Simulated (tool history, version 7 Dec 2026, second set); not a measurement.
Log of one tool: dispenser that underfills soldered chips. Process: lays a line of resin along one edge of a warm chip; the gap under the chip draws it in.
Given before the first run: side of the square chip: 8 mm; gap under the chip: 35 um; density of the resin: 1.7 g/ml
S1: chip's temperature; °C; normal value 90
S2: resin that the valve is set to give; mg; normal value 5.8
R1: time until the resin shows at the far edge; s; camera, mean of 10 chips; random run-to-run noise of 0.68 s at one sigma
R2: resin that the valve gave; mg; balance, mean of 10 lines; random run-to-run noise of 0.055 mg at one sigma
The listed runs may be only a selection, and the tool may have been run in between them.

run 1 day=0 | S1=90 S2=5.8 | R1=62.6 R2=5.46
run 2 day=0.288 | S1=90 S2=5.8 | R1=83 R2=5.28
-- day=0.717 new syringe of resin
run 3 day=0.775 | S1=90 S2=5.8 | R1=68.4 R2=5.37
run 4 day=0.992 | S1=90 S2=5.85 | R1=82 R2=5.35
-- day=1.396 new syringe of resin
run 5 day=1.467 | S1=97 S2=5.8 | R1=54.9 R2=5.35
run 6 day=1.779 | S1=77 S2=5.8 | R1=146.8 R2=5.37
-- day=2.079 new syringe of resin
run 7 day=2.146 | S1=90 S2=5.8 | R1=65.7 R2=5.22
run 8 day=2.6 | S1=90 S2=5.8 | R1=103.8 R2=5.05
-- day=2.775 new syringe of resin
run 9 day=2.983 | S1=90 S2=5.8 | R1=77.7 R2=5.21
-- day=3.467 new syringe of resin
run 10 day=3.467 | S1=90 S2=5.8 | R1=63.3 R2=5.16
-- day=3.646 dispensing valve cleaned and set on the balance
run 11 day=3.975 | S1=90 S2=5.8 | R1=98.3 R2=5.76
-- day=4.204 new syringe of resin
run 12 day=4.371 | S1=90 S2=5.69 | R1=76.5 R2=5.56
run 13 day=4.829 | S1=77 S2=5.69 | R1=182.2 R2=5.55
-- day=4.904 new syringe of resin
run 14 day=5.25 | S1=90 S2=5.8 | R1=88.2 R2=5.61
-- day=5.588 new syringe of resin
run 15 day=5.667 | S1=89 S2=5.8 | R1=71.3 R2=5.67
run 16 day=6.025 | S1=90 S2=5.8 | R1=96.9 R2=5.67
-- day=6.283 new syringe of resin
run 17 day=6.475 | S1=90 S2=5.8 | R1=74.7 R2=5.55
run 18 day=6.771 | S1=90 S2=5.8 | R1=101 R2=5.48
-- day=6.983 new syringe of resin
run 19 day=7.192 | S1=101 S2=4.97 | R1=55.1 R2=4.69
run 20 day=7.583 | S1=101 S2=5.68 | R1=79.6 R2=5.42
-- day=7.696 new syringe of resin
run 21 day=7.896 | S1=83 S2=6.77 | R1=98 R2=6.36
run 22 day=8.225 | S1=83 S2=6.77 | R1=133.3 R2=6.37
-- day=8.412 new syringe of resin
run 23 day=8.571 | S1=91 S2=6.64 | R1=72.2 R2=6.08
run 24 day=8.896 | S1=91 S2=6.64 | R1=95.5 R2=6.1
-- day=9.1 new syringe of resin
run 25 day=9.354 | S1=100 S2=6.97 | R1=58.1 R2=6.49
run 26 day=9.558 | S1=79 S2=5.94 | R1=146.7 R2=5.44
-- day=9.8 new syringe of resin
run 27 day=10.033 | S1=78 S2=5.09 | R1=129.8 R2=4.58
run 28 day=10.304 | S1=78 S2=5.56 | R1=161.9 R2=5.02
-- day=10.488 new syringe of resin
run 29 day=10.554 | S1=78 S2=5.56 | R1=108.7 R2=5.01
run 30 day=10.808 | S1=89 S2=7.21 | R1=89.7 R2=6.58
run 31 day=11.108 | S1=90 S2=6.29 | R1=118.6 R2=5.7
-- day=11.183 new syringe of resin
run 32 day=11.4 | S1=90 S2=5.72 | R1=80.1 R2=5.12
run 33 day=11.85 | S1=92 S2=6.67 | R1=113.3 R2=5.94
-- day=11.896 new syringe of resin
-- day=12.125 dispensing valve cleaned and set on the balance
run 34 day=12.367 | S1=100 S2=6.61 | R1=68.2 R2=6.54
-- day=12.633 new syringe of resin
run 35 day=12.646 | S1=76 S2=5.76 | R1=109.7 R2=5.71
run 36 day=13.071 | S1=76 S2=5.76 | R1=164.7 R2=5.68

Below are 3 alternative next runs, each starting from the tool's condition after run 36. Predict each:
-- day=13.354 new syringe of resin
run A day=13.546 | S1=90 S2=6.02 | R1=? R2=?
-- day=13.354 new syringe of resin
run B day=13.546 | S1=76 S2=5.87 | R1=? R2=?
-- day=13.354 new syringe of resin
run C day=13.546 | S1=97 S2=5.76 | R1=? R2=?

run=A R1=77.3 R2=5.87
run=B R1=127.6 R2=5.91
run=C R1=61 R2=5.68
Without the tool's hidden state the same runs would have given:
run=A R1=60.2 R2=5.99
run=B R1=99 R2=6.02
run=C R1=47.6 R2=5.79

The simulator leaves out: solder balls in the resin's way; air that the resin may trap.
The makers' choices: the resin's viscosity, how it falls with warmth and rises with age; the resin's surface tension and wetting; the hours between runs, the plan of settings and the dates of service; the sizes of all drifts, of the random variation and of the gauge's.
